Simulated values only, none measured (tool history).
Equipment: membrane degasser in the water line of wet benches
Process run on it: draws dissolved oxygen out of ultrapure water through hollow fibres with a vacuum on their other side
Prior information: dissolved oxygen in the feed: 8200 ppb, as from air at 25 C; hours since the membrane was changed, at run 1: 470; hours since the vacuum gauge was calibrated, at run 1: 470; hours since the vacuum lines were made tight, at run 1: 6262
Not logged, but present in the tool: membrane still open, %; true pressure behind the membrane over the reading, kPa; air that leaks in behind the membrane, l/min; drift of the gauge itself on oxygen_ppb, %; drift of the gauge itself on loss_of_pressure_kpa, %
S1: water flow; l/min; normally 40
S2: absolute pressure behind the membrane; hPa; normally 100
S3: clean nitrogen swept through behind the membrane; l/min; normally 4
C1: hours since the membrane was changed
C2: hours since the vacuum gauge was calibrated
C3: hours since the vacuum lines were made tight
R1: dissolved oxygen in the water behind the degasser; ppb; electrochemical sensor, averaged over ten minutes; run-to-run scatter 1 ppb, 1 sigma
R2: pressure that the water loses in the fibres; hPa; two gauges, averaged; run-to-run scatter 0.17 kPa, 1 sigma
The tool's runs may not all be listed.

run 1 day=0 | S1=40 S2=100 S3=4 | C1=470 C2=470 C3=6262 | R1=163.2 R2=257.9
run 2 day=2.321 | S1=40 S2=100 S3=4 | C1=526 C2=526 C3=6318 | R1=160.4 R2=254.4
run 3 day=3.958 | S1=40 S2=100 S3=4 | C1=565 C2=565 C3=6357 | R1=162.4 R2=258.8
run 4 day=6.533 | S1=40 S2=167 S3=4 | C1=627 C2=627 C3=6419 | R1=311.5 R2=255
run 5 day=8.254 | S1=40 S2=100 S3=4 | C1=668 C2=668 C3=6460 | R1=162.9 R2=257.8
run 6 day=10.317 | S1=40 S2=100 S3=4 | C1=718 C2=718 C3=6509 | R1=163.5 R2=261.7
run 7 day=12.221 | S1=40 S2=100 S3=9.03 | C1=764 C2=764 C3=6555 | R1=77 R2=256.7
run 8 day=14.642 | S1=40 S2=100 S3=9.03 | C1=822 C2=822 C3=6613 | R1=77.7 R2=258.5
run 9 day=16.979 | S1=40 S2=100 S3=9.03 | C1=878 C2=878 C3=6669 | R1=77.6 R2=258.5
run 10 day=19.138 | S1=40 S2=100 S3=9.03 | C1=929 C2=929 C3=6721 | R1=77.6 R2=258.9
run 11 day=21.929 | S1=40 S2=186 S3=4 | C1=996 C2=996 C3=6788 | R1=357.3 R2=256.2
run 12 day=24.8 | S1=40 S2=186 S3=6.88 | C1=1065 C2=1065 C3=6857 | R1=212.7 R2=258.8
run 13 day=27.658 | S1=40 S2=186 S3=6.88 | C1=1134 C2=1134 C3=6926 | R1=217.9 R2=258.4
run 14 day=30.029 | S1=40 S2=186 S3=6.88 | C1=1191 C2=1191 C3=6983 | R1=216.5 R2=257.4
run 15 day=32.638 | S1=40 S2=186 S3=6.88 | C1=1253 C2=1253 C3=7045 | R1=217.2 R2=260.4
run 16 day=35.112 | S1=40 S2=186 S3=6.88 | C1=1313 C2=1313 C3=7104 | R1=215.3 R2=254.9
run 17 day=36.404 | S1=40 S2=186 S3=6.88 | C1=1344 C2=1344 C3=7136 | R1=219.7 R2=257.6
run 18 day=38.162 | S1=40 S2=100 S3=4.26 | C1=1386 C2=1386 C3=7178 | R1=152 R2=257.8
run 19 day=40.75 | S1=40 S2=100 S3=4.26 | C1=1448 C2=1448 C3=7240 | R1=153.2 R2=258.7
run 20 day=42.271 | S1=44 S2=64 S3=4 | C1=1485 C2=1485 C3=7276 | R1=90.8 R2=282.1
run 21 day=43.983 | S1=40 S2=216 S3=6.73 | C1=1526 C2=1526 C3=7317 | R1=260.3 R2=253.7
run 22 day=46.188 | S1=32 S2=145 S3=2.3 | C1=1579 C2=1579 C3=7370 | R1=349.5 R2=205.4
run 23 day=48.529 | S1=42 S2=73 S3=10.34 | C1=1635 C2=1635 C3=7427 | R1=46.8 R2=264.9
run 24 day=50.142 | S1=42 S2=66 S3=8.96 | C1=1674 C2=1674 C3=7465 | R1=44.5 R2=269.5
run 25 day=52.167 | S1=26 S2=233 S3=2.29 | C1=1722 C2=1722 C3=7514 | R1=503.1 R2=167.3
run 26 day=54.046 | S1=58 S2=233 S3=7.08 | C1=1767 C2=1767 C3=7559 | R1=393.9 R2=372
run 27 day=56.404 | S1=36 S2=100 S3=2.34 | C1=1824 C2=1824 C3=7616 | R1=237.3 R2=231.5
run 28 day=57.85 | S1=36 S2=100 S3=2.34 | C1=1859 C2=1859 C3=7650 | R1=236.2 R2=232.6

Consider 4 possible next runs. They are alternatives, not a sequence: every one starts from the tool as it was left by run 28. What does each give?
run A day=60.067 | S1=40 S2=100 S3=3.49 | C1=1912 C2=1912 C3=7703 | R1=? R2=?
run B day=60.067 | S1=54 S2=139 S3=6.09 | C1=1912 C2=1912 C3=7703 | R1=? R2=?
run C day=60.067 | S1=45 S2=100 S3=2.34 | C1=1912 C2=1912 C3=7703 | R1=? R2=?
run D day=60.067 | S1=25 S2=68 S3=5.96 | C1=1912 C2=1912 C3=7703 | R1=? R2=?

run=A R1=182.5 R2=260.1
run=B R1=235.7 R2=347
run=C R1=290 R2=288.7
run=D R1=37.1 R2=161.2
With the hidden condition removed and each run's random variation left untouched, the same runs would have given:
run=A R1=182.4 R2=260
run=B R1=235.6 R2=346.9
run=C R1=289.9 R2=288.6
run=D R1=37.1 R2=161.1
